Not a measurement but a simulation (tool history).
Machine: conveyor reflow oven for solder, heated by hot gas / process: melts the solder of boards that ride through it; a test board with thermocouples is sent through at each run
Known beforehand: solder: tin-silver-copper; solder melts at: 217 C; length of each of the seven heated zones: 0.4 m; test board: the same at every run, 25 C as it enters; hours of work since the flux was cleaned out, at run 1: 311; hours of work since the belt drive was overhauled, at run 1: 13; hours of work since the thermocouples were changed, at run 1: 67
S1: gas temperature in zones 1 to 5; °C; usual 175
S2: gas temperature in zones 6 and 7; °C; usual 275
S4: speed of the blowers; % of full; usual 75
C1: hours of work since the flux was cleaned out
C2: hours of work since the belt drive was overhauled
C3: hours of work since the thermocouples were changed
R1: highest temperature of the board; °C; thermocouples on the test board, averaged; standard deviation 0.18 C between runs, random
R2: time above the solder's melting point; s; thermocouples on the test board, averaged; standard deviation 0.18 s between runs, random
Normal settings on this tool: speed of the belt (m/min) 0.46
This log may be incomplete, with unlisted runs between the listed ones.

run 1 day=0 | S1=175 S2=275 speed_of_the_belt_(m/min)=0.46 S4=75 | C1=311 C2=13 C3=67 | R1=258.4 R2=83.9
run 2 day=0.462 | S1=175 S2=275 speed_of_the_belt_(m/min)=0.46 S4=75 | C1=319 C2=21 C3=75 | R1=258.9 R2=84
run 3 day=1.146 | S1=175 S2=275 speed_of_the_belt_(m/min)=0.46 S4=75 | C1=331 C2=33 C3=87 | R1=258.4 R2=84
run 4 day=1.496 | S1=175 S2=275 speed_of_the_belt_(m/min)=0.46 S4=75 | C1=338 C2=40 C3=93 | R1=258.3 R2=83.8
run 5 day=1.779 | S1=175 S2=275 speed_of_the_belt_(m/min)=0.46 S4=75 | C1=343 C2=45 C3=99 | R1=258.3 R2=83.9
run 6 day=2.471 | S1=177 S2=275 speed_of_the_belt_(m/min)=0.46 S4=75 | C1=355 C2=57 C3=111 | R1=259 R2=84.7
run 7 day=3.054 | S1=175 S2=286 speed_of_the_belt_(m/min)=0.46 S4=75 | C1=366 C2=67 C3=121 | R1=267.7 R2=90.9
run 8 day=3.688 | S1=175 S2=286 speed_of_the_belt_(m/min)=0.46 S4=75 | C1=377 C2=79 C3=133 | R1=268.1 R2=91.1
run 9 day=4.096 | S1=175 S2=286 speed_of_the_belt_(m/min)=0.46 S4=75 | C1=384 C2=86 C3=140 | R1=267.5 R2=91.1
run 10 day=4.642 | S1=175 S2=286 speed_of_the_belt_(m/min)=0.46 S4=75 | C1=394 C2=96 C3=150 | R1=268.1 R2=90.8
run 11 day=5.012 | S1=175 S2=275 speed_of_the_belt_(m/min)=0.46 S4=75 | C1=401 C2=103 C3=156 | R1=258.1 R2=83.5
-- day=5.821 flux residue cleaned out of gas plates and filters
run 12 day=5.833 | S1=175 S2=277 speed_of_the_belt_(m/min)=0.46 S4=75 | C1=0 C2=113 C3=167 | R1=262.7 R2=87.5
run 13 day=6.142 | S1=175 S2=275 speed_of_the_belt_(m/min)=0.46 S4=61 | C1=6 C2=119 C3=173 | R1=257.9 R2=83.8
run 14 day=6.479 | S1=175 S2=275 speed_of_the_belt_(m/min)=0.46 S4=61 | C1=12 C2=125 C3=179 | R1=258.2 R2=83.5
run 15 day=7.079 | S1=175 S2=275 speed_of_the_belt_(m/min)=0.46 S4=61 | C1=23 C2=136 C3=190 | R1=257.7 R2=83.9
run 16 day=7.754 | S1=175 S2=275 speed_of_the_belt_(m/min)=0.451 S4=58 | C1=35 C2=148 C3=202 | R1=257.7 R2=85
run 17 day=8.096 | S1=180 S2=285 speed_of_the_belt_(m/min)=0.445 S4=62 | C1=41 C2=154 C3=208 | R1=268.7 R2=97.7
run 18 day=8.454 | S1=163 S2=275 speed_of_the_belt_(m/min)=0.46 S4=75 | C1=47 C2=160 C3=214 | R1=258.6 R2=79.6
run 19 day=8.821 | S1=181 S2=268 speed_of_the_belt_(m/min)=0.532 S4=62 | C1=54 C2=167 C3=221 | R1=247.5 R2=64.9
run 20 day=9.162 | S1=181 S2=268 speed_of_the_belt_(m/min)=0.532 S4=62 | C1=60 C2=173 C3=227 | R1=248 R2=65.1
run 21 day=9.496 | S1=181 S2=273 speed_of_the_belt_(m/min)=0.456 S4=62 | C1=66 C2=179 C3=233 | R1=257.6 R2=87.3
run 22 day=10.038 | S1=168 S2=279 speed_of_the_belt_(m/min)=0.456 S4=71 | C1=76 C2=189 C3=243 | R1=262.2 R2=85.3
run 23 day=10.642 | S1=168 S2=289 speed_of_the_belt_(m/min)=0.488 S4=71 | C1=86 C2=200 C3=254 | R1=268.5 R2=83.4
run 24 day=11.267 | S1=175 S2=278 speed_of_the_belt_(m/min)=0.397 S4=71 | C1=98 C2=211 C3=265 | R1=266.7 R2=105.7
run 25 day=11.662 | S1=175 S2=274 speed_of_the_belt_(m/min)=0.46 S4=79 | C1=105 C2=218 C3=272 | R1=259.7 R2=86
run 26 day=11.962 | S1=184 S2=286 speed_of_the_belt_(m/min)=0.46 S4=86 | C1=110 C2=223 C3=277 | R1=273.4 R2=98.6
run 27 day=12.429 | S1=184 S2=286 speed_of_the_belt_(m/min)=0.46 S4=86 | C1=118 C2=232 C3=286 | R1=273.1 R2=98.9
run 28 day=13.096 | S1=164 S2=264 speed_of_the_belt_(m/min)=0.46 S4=78 | C1=130 C2=244 C3=298 | R1=248.7 R2=71
run 29 day=13.7 | S1=164 S2=264 speed_of_the_belt_(m/min)=0.46 S4=78 | C1=141 C2=254 C3=308 | R1=249.1 R2=71
run 30 day=14.354 | S1=176 S2=264 speed_of_the_belt_(m/min)=0.46 S4=69 | C1=153 C2=266 C3=320 | R1=249.1 R2=76.3

Pick out some run-to-run changes in R1. Of each, how much would a tool without hidden state show as well, from the settings, what came in and chance, and how much is left for the hidden state and any gauge scatter not in both results compared?
Hidden conditions of the tool in this case: heat that the gas passes to the board, % of a clean oven's; belt's true speed, % of the reading; true gas temperature in zones 6 and 7 over the reading, C; drift of the gauge itself on peak_c, C; drift of the gauge itself on liquid_s, %.
Run 6 -> 7: S1 177 -> 175, S2 275 -> 286. R1 +8.7 °C: hidden state -0.4, all else +9.1.
Run 11 -> 12: S2 275 -> 277, flux residue cleaned out of gas plates and filters. R1 +4.6 °C: hidden state +2.9, all else +1.7.
Run 15 -> 16: speed of the belt (m/min) 0.46 -> 0.451, S4 61 -> 58. R1 +0 °C: hidden state -0.2, all else +0.2.
Run 18 -> 19: S1 163 -> 181, S2 275 -> 268, speed of the belt (m/min) 0.46 -> 0.532, S4 75 -> 62. R1 -11.1 °C: hidden state -0.1, all else -11.
Run 25 -> 26: S1 175 -> 184, S2 274 -> 286, S4 79 -> 86. R1 +13.7 °C: hidden state +0, all else +13.7.
Run 27 -> 28: S1 184 -> 164, S2 286 -> 264, S4 86 -> 78. R1 -24.4 °C: hidden state -0.1, all else -24.3.
